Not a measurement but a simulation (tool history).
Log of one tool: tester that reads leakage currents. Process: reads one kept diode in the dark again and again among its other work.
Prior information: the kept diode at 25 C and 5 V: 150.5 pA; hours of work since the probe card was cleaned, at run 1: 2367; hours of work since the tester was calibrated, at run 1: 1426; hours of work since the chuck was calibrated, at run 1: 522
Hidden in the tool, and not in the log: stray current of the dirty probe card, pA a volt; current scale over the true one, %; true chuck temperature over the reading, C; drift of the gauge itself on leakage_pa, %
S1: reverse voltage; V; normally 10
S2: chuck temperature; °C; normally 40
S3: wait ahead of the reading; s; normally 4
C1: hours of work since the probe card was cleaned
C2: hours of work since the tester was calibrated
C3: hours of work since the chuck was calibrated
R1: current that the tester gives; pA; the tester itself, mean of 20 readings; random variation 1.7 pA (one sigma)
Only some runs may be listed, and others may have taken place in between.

Run 1, hour 0: usual settings; C1 2367; C2 1426; C3 522. Result: R1 583.43 pA.
Run 2, hour 53.2: usual settings; C1 2397; C2 1456; C3 552. Result: R1 581.44 pA.
Run 3, hour 114.9: usual settings; C1 2432; C2 1491; C3 587. Result: R1 588.11 pA.
Run 4, hour 153.6: usual settings; C1 2454; C2 1513; C3 609. Result: R1 585.87 pA.
Run 5, hour 189.5: usual settings but S3 9.63 s; C1 2475; C2 1534; C3 630. Result: R1 587.74 pA.
Run 6, hour 260.3: usual settings; C1 2515; C2 1574; C3 670. Result: R1 589.72 pA.
Run 7, hour 326.6: usual settings; C1 2552; C2 1612; C3 708. Result: R1 590.9 pA.
Run 8, hour 376.2: usual settings; C1 2581; C2 1640; C3 736. Result: R1 590.82 pA.
Run 9, hour 459: usual settings but S1 1.1 V; C1 2628; C2 1687; C3 783. Result: R1 289.86 pA.
Run 10, hour 521.4: usual settings but S3 2.6 s; C1 2663; C2 1722; C3 818. Result: R1 592.52 pA.
Run 11, hour 569.5: usual settings but S2 25 °C; C1 2691; C2 1750; C3 846. Result: R1 210.2 pA.
Run 12, hour 612.7: usual settings; C1 2715; C2 1774; C3 870. Result: R1 596 pA.
Run 13, hour 650.3: usual settings; C1 2736; C2 1796; C3 892. Result: R1 594.55 pA.
Run 14, hour 730.9: usual settings; C1 2782; C2 1841; C3 937. Result: R1 595.65 pA.
Run 15, hour 808.8: usual settings; C1 2826; C2 1886; C3 982. Result: R1 595.45 pA.
Run 16, hour 880: usual settings; C1 2867; C2 1926; C3 1022. Result: R1 597.5 pA.
Run 17, hour 965.9: usual settings; C1 2916; C2 1975; C3 1071. Result: R1 598.59 pA.
Run 18, hour 1042.1: usual settings but S2 43 °C, S3 1.94 s; C1 2959; C2 2018; C3 1114. Result: R1 736.38 pA.
Run 19, hour 1085.3: usual settings but S1 4.7 V, S2 45 °C; C1 2984; C2 2043; C3 1139. Result: R1 658.9 pA.
Run 20, hour 1148.4: usual settings but S1 1.6 V, S2 31 °C; C1 3019; C2 2079; C3 1175. Result: R1 176.26 pA.
Run 21, hour 1187.9: usual settings but S1 1.7 V, S2 45 °C, S3 0.45 s; C1 3042; C2 2101; C3 1197. Result: R1 478.12 pA.
Run 22, hour 1239.2: usual settings but S1 1.7 V, S2 45 °C, S3 0.45 s; C1 3071; C2 2130; C3 1226. Result: R1 476.96 pA.
Run 23, hour 1324.6: usual settings but S1 1.7 V, S2 45 °C, S3 0.45 s; C1 3120; C2 2179; C3 1275. Result: R1 479.98 pA.
Run 24, hour 1386.5: usual settings but S1 1.7 V, S2 34 °C, S3 2.5 s; C1 3155; C2 2214; C3 1310. Result: R1 224.09 pA.
Run 25, hour 1430.1: usual settings but S1 7 V, S2 46 °C, S3 2.5 s; C1 3179; C2 2239; C3 1335. Result: R1 803 pA.
Run 26, hour 1468: usual settings but S1 7 V, S2 46 °C, S3 2.5 s; C1 3201; C2 2260; C3 1356. Result: R1 804.64 pA.
Run 27, hour 1531.6: usual settings but S1 7 V, S2 46 °C, S3 2.5 s; C1 3237; C2 2296; C3 1392. Result: R1 807.22 pA.
Run 28, hour 1569: usual settings but S1 7 V, S2 59 °C, S3 2.88 s; C1 3258; C2 2317; C3 1414. Result: R1 1829.14 pA.
Run 29, hour 1631.7: usual settings but S2 53 °C, S3 2.88 s; C1 3294; C2 2353; C3 1449. Result: R1 1418.02 pA.
Run 30, hour 1707.4: usual settings but S1 19.5 V, S2 24 °C, S3 0.53 s; C1 3337; C2 2396; C3 1492. Result: R1 271.5 pA.
Run 31, hour 1783.1: usual settings but S1 11.3 V, S3 1.69 s; C1 3380; C2 2439; C3 1535. Result: R1 640.84 pA.
Run 32, hour 1858: usual settings but S1 11.3 V, S3 1.69 s; C1 3423; C2 2482; C3 1578. Result: R1 638.81 pA.
Run 33, hour 1918.8: usual settings but S1 6.1 V, S2 21 °C, S3 5.75 s; C1 3457; C2 2516; C3 1612. Result: R1 137.17 pA.

5 ways to go on from here, each from the tool as it stands after run 33. What would each give?
Run A, hour 1980.6: usual settings but S1 1.1 V, S3 0.37 s; C1 3492; C2 2551; C3 1647. Result: R1 ?.
Run B, hour 1980.6: usual settings but S1 6.1 V, S2 33 °C, S3 6.32 s; C1 3492; C2 2551; C3 1647. Result: R1 ?.
Run C, hour 1980.6: usual settings but S1 6.1 V, S2 25 °C, S3 5.75 s; C1 3492; C2 2551; C3 1647. Result: R1 ?.
Run D, hour 1980.6: usual settings but S1 5.6 V, S2 21 °C, S3 9.18 s; C1 3492; C2 2551; C3 1647. Result: R1 ?.
Run E, hour 1980.6: usual settings but S3 0.69 s; C1 3492; C2 2551; C3 1647. Result: R1 ?.

run      R1
  A  301.88
  B  322.49
  C  184.04
  D   133.8
  E  619.25
With the hidden condition removed and each run's random variation left untouched, the same runs would have given:
run      R1
  A  280.59
  B  290.72
  C  160.96
  D  114.89
  E  563.14

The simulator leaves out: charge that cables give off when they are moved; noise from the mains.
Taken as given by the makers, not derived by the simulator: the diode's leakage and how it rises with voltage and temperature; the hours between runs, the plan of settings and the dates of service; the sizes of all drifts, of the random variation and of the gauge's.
